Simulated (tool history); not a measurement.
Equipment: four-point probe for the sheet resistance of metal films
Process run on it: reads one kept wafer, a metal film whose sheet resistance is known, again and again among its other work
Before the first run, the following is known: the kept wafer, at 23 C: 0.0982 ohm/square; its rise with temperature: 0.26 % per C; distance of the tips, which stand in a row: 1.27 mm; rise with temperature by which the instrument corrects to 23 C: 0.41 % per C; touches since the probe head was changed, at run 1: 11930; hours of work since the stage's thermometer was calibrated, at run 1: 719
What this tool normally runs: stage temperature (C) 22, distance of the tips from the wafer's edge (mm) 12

run,hour,stage temperature (C),distance of the tips from the wafer's edge (mm),touches since the probe head was changed,hours of work since the stage's thermometer was calibrated,sheet resistance as the instrument gives it (ohm/square)
1,0,22,12,11930,719,0.098848
2,35.3,22,12,13119,739,0.098821
3,66.2,22,12,14157,757,0.098855
4,110.4,22,12,15643,782,0.098863
5,143,22,12,16739,800,0.098838
6,181.6,22,12,18039,822,0.098878
7,203.2,22,12,18766,835,0.09886
8,248.4,22,12,20285,860,0.098888
9,294.3,22,12,21829,887,0.098932
10,317.8,22,12,22620,900,0.098934
11,358.6,22,12,23992,923,0.098902
12,380.2,22,12,24720,936,0.098874
13,405.2,22,12,25561,950,0.098911
14,452.5,22,12,27151,977,0.098953
15,483.8,22,12,28204,995,0.098926
16,516.9,22,12,29317,1014,0.098952
17,540.4,22,12,30110,1027,0.098983
18,582.3,25,12,31520,1051,0.09851
19,615.9,25,12,32650,1070,0.098518
20,649.1,25,12,33767,1089,0.098533
21,683.1,25,12,34908,1108,0.098529
22,729,25,12,36453,1134,0.098547
23,774.4,25,35,37979,1160,0.098032
24,819.4,19,12,39494,1186,0.099471
25,856.5,25,5,40743,1207,0.101284
26,884.3,26,10,41676,1223,0.098742
27,929.8,26,10,43207,1249,0.098749
28,968.2,29,6,44500,1271,0.099784
29,998.9,31,37,45531,1288,0.097274
30,1046.9,28,63,47148,1316,0.097646
31,1076.9,28,63,48157,1333,0.097672
32,1103.7,28,63,49058,1348,0.097698
33,1134.4,21,34,50090,1366,0.098727
34,1162.7,31,7,51044,1382,0.098967
35,1201.6,25,8,52353,1404,0.099395
36,1242.7,23,63,53733,1427,0.098394
37,1278.6,23,63,54942,1448,0.098437
38,1306.6,20,22,55885,1464,0.099041
39,1354.8,20,47,57506,1491,0.098891
40,1386.8,25,6,58581,1509,0.100447
41,1432.7,25,6,60126,1536,0.100469
42,1471.8,28,27,61440,1558,0.097838
43,1505.2,20,67,62563,1577,0.098899
44,1545.1,20,67,63905,1600,0.098904
45,1569,22,8,64709,1613,0.099918

Branching from run 45: 3 alternative next runs. What would each branch give?
A,1588.7,24,5,65374,1625,?
B,1588.7,24,32,65374,1625,?
C,1588.7,21,29,65374,1625,?

run,sheet resistance as the instrument gives it (ohm/square)
A,0.10161
B,0.098406
C,0.098828
Without the tool's unlogged condition, the same runs would have read:
run,sheet resistance as the instrument gives it (ohm/square)
A,0.101342
B,0.098145
C,0.098567
